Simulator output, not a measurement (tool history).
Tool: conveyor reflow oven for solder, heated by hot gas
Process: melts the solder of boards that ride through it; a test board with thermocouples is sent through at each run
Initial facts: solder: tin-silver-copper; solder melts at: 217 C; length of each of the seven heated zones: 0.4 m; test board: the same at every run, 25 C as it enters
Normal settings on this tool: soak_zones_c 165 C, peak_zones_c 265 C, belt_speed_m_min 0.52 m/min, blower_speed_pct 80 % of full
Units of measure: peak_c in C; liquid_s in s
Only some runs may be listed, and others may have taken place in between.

{"run": 1, "hour": 0.0, "soak_zones_c": 165, "peak_zones_c": 265, "belt_speed_m_min": 0.52, "blower_speed_pct": 80, "peak_c": 252.6, "liquid_s": 67.8}
{"run": 2, "hour": 11.2, "soak_zones_c": 165, "peak_zones_c": 279, "belt_speed_m_min": 0.52, "blower_speed_pct": 80, "peak_c": 265.3, "liquid_s": 76.3}
{"run": 3, "hour": 25.7, "soak_zones_c": 165, "peak_zones_c": 279, "belt_speed_m_min": 0.52, "blower_speed_pct": 80, "peak_c": 265.3, "liquid_s": 76.1}
{"run": 4, "hour": 42.5, "soak_zones_c": 165, "peak_zones_c": 257, "belt_speed_m_min": 0.52, "blower_speed_pct": 80, "peak_c": 245.1, "liquid_s": 61.1}
{"run": 5, "hour": 56.6, "soak_zones_c": 165, "peak_zones_c": 257, "belt_speed_m_min": 0.52, "blower_speed_pct": 55, "peak_c": 237.3, "liquid_s": 48.4}
{"run": 6, "hour": 78.4, "soak_zones_c": 165, "peak_zones_c": 257, "belt_speed_m_min": 0.52, "blower_speed_pct": 55, "peak_c": 237.7, "liquid_s": 48.6}
{"run": 7, "hour": 101.2, "soak_zones_c": 165, "peak_zones_c": 257, "belt_speed_m_min": 0.52, "blower_speed_pct": 55, "peak_c": 237.6, "liquid_s": 48.5}
{"run": 8, "hour": 119.7, "soak_zones_c": 165, "peak_zones_c": 257, "belt_speed_m_min": 0.52, "blower_speed_pct": 55, "peak_c": 237.8, "liquid_s": 48.1}
{"run": 9, "hour": 138.3, "soak_zones_c": 165, "peak_zones_c": 257, "belt_speed_m_min": 0.52, "blower_speed_pct": 68, "peak_c": 241.4, "liquid_s": 55.5}
{"run": 10, "hour": 160.0, "soak_zones_c": 165, "peak_zones_c": 265, "belt_speed_m_min": 0.52, "blower_speed_pct": 80, "peak_c": 252.5, "liquid_s": 67.1}
{"run": 11, "hour": 177.4, "soak_zones_c": 165, "peak_zones_c": 265, "belt_speed_m_min": 0.52, "blower_speed_pct": 80, "peak_c": 251.5, "liquid_s": 67}
{"run": 12, "hour": 188.4, "soak_zones_c": 165, "peak_zones_c": 265, "belt_speed_m_min": 0.578, "blower_speed_pct": 80, "peak_c": 248.7, "liquid_s": 56.7}
{"run": 13, "hour": 201.7, "soak_zones_c": 165, "peak_zones_c": 265, "belt_speed_m_min": 0.578, "blower_speed_pct": 80, "peak_c": 248.8, "liquid_s": 56.6}
{"run": 14, "hour": 213.0, "soak_zones_c": 165, "peak_zones_c": 265, "belt_speed_m_min": 0.578, "blower_speed_pct": 80, "peak_c": 248.2, "liquid_s": 56.5}
{"run": 15, "hour": 230.4, "soak_zones_c": 177, "peak_zones_c": 265, "belt_speed_m_min": 0.52, "blower_speed_pct": 80, "peak_c": 253.5, "liquid_s": 72.8}
{"run": 16, "hour": 241.6, "soak_zones_c": 168, "peak_zones_c": 265, "belt_speed_m_min": 0.43, "blower_speed_pct": 62, "peak_c": 252.9, "liquid_s": 84.2}
{"run": 17, "hour": 265.1, "soak_zones_c": 161, "peak_zones_c": 269, "belt_speed_m_min": 0.598, "blower_speed_pct": 62, "peak_c": 243.5, "liquid_s": 46.5}
{"run": 18, "hour": 279.2, "soak_zones_c": 172, "peak_zones_c": 260, "belt_speed_m_min": 0.543, "blower_speed_pct": 65, "peak_c": 243.1, "liquid_s": 56.8}
{"run": 19, "hour": 301.0, "soak_zones_c": 178, "peak_zones_c": 261, "belt_speed_m_min": 0.619, "blower_speed_pct": 81, "peak_c": 245, "liquid_s": 54.3}
{"run": 20, "hour": 318.9, "soak_zones_c": 178, "peak_zones_c": 261, "belt_speed_m_min": 0.619, "blower_speed_pct": 81, "peak_c": 245.1, "liquid_s": 54.2}
{"run": 21, "hour": 340.2, "soak_zones_c": 150, "peak_zones_c": 265, "belt_speed_m_min": 0.421, "blower_speed_pct": 67, "peak_c": 252.3, "liquid_s": 78.8}
{"run": 22, "hour": 356.2, "soak_zones_c": 150, "peak_zones_c": 265, "belt_speed_m_min": 0.421, "blower_speed_pct": 67, "peak_c": 252.4, "liquid_s": 78.5}
{"hour": 371.2, "done": "flux residue cleaned out of gas plates and filters"}
{"run": 23, "hour": 374.0, "soak_zones_c": 150, "peak_zones_c": 265, "belt_speed_m_min": 0.421, "blower_speed_pct": 67, "peak_c": 253.8, "liquid_s": 81}
{"run": 24, "hour": 393.3, "soak_zones_c": 154, "peak_zones_c": 265, "belt_speed_m_min": 0.52, "blower_speed_pct": 87, "peak_c": 253.1, "liquid_s": 65.8}
{"run": 25, "hour": 405.1, "soak_zones_c": 151, "peak_zones_c": 274, "belt_speed_m_min": 0.541, "blower_speed_pct": 87, "peak_c": 260.3, "liquid_s": 66.8}
{"run": 26, "hour": 426.4, "soak_zones_c": 151, "peak_zones_c": 274, "belt_speed_m_min": 0.541, "blower_speed_pct": 87, "peak_c": 260.2, "liquid_s": 66.7}
{"run": 27, "hour": 447.9, "soak_zones_c": 151, "peak_zones_c": 255, "belt_speed_m_min": 0.578, "blower_speed_pct": 87, "peak_c": 240.2, "liquid_s": 46.5}
{"run": 28, "hour": 464.3, "soak_zones_c": 167, "peak_zones_c": 264, "belt_speed_m_min": 0.446, "blower_speed_pct": 80, "peak_c": 255.4, "liquid_s": 85.4}
{"run": 29, "hour": 478.6, "soak_zones_c": 167, "peak_zones_c": 264, "belt_speed_m_min": 0.446, "blower_speed_pct": 80, "peak_c": 255.5, "liquid_s": 85.8}
{"run": 30, "hour": 497.2, "soak_zones_c": 173, "peak_zones_c": 255, "belt_speed_m_min": 0.52, "blower_speed_pct": 87, "peak_c": 246, "liquid_s": 67.1}

Below, some changes in peak_c between adjacent runs. For each, the amount present without the hidden state too (settings, incoming material, random variation) and the amount remaining for the hidden state with gauge scatter not shared by both compared results:
Unlogged tool condition in this case: heat that the gas passes to the board, % of a clean oven's; belt's true speed, % of the reading; true gas temperature in zones 6 and 7 over the reading, C; drift of the gauge itself on peak_c, C; drift of the gauge itself on liquid_s, %.
Run 3 -> 4: peak_zones_c 279 -> 257. peak_c -20.2 C: hidden state +0.1, all else -20.3.
Run 14 -> 15: soak_zones_c 165 -> 177, belt_speed_m_min 0.578 -> 0.52. peak_c +5.3 C: hidden state +0.4, all else +4.9.
Run 16 -> 17: soak_zones_c 168 -> 161, peak_zones_c 265 -> 269, belt_speed_m_min 0.43 -> 0.598. peak_c -9.4 C: hidden state -0.9, all else -8.5.
Run 22 -> 23: flux residue cleaned out of gas plates and filters. peak_c +1.4 C: hidden state +1.6, all else -0.2.
Run 26 -> 27: peak_zones_c 274 -> 255, belt_speed_m_min 0.541 -> 0.578. peak_c -20 C: hidden state -0.1, all else -19.9.
Run 27 -> 28: soak_zones_c 151 -> 167, peak_zones_c 255 -> 264, belt_speed_m_min 0.578 -> 0.446, blower_speed_pct 87 -> 80. peak_c +15.2 C: hidden state +0.1, all else +15.1.

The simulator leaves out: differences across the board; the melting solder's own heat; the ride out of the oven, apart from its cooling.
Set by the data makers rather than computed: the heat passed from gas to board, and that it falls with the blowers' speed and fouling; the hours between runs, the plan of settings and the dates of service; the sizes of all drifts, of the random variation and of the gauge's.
